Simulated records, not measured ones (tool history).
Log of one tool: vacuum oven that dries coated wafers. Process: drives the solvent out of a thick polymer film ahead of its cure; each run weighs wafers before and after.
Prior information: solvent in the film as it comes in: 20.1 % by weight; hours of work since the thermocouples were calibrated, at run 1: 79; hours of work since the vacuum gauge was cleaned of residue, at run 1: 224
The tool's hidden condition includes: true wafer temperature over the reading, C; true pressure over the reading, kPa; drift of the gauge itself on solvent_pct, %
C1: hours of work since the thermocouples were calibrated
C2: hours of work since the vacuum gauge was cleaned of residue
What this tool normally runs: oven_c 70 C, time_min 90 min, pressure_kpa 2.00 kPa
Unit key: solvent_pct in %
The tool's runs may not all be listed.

run 1 hour=0.0 | oven_c=70 time_min=90 pressure_kpa=2.00 | C1=79 C2=224 | solvent_pct=3.98
run 2 hour=25.5 | oven_c=70 time_min=90 pressure_kpa=2.00 | C1=90 C2=235 | solvent_pct=3.97
run 3 hour=45.4 | oven_c=70 time_min=90 pressure_kpa=2.00 | C1=98 C2=243 | solvent_pct=4.04
run 4 hour=70.0 | oven_c=70 time_min=90 pressure_kpa=2.00 | C1=109 C2=254 | solvent_pct=4.10
run 5 hour=88.7 | oven_c=70 time_min=90 pressure_kpa=2.00 | C1=117 C2=262 | solvent_pct=4.05
run 6 hour=107.0 | oven_c=76 time_min=90 pressure_kpa=1.72 | C1=124 C2=270 | solvent_pct=2.46
run 7 hour=134.4 | oven_c=70 time_min=90 pressure_kpa=2.02 | C1=136 C2=281 | solvent_pct=4.13

What does the tool deliver on the next run?
run 8 hour=152.8 | oven_c=70 time_min=90 pressure_kpa=2.02 | C1=144 C2=289 | solvent_pct=?

Run 8 yielded solvent_pct 4.09 %.
Minus the tool's unlogged condition, the same run would have read solvent_pct 4.12 %.
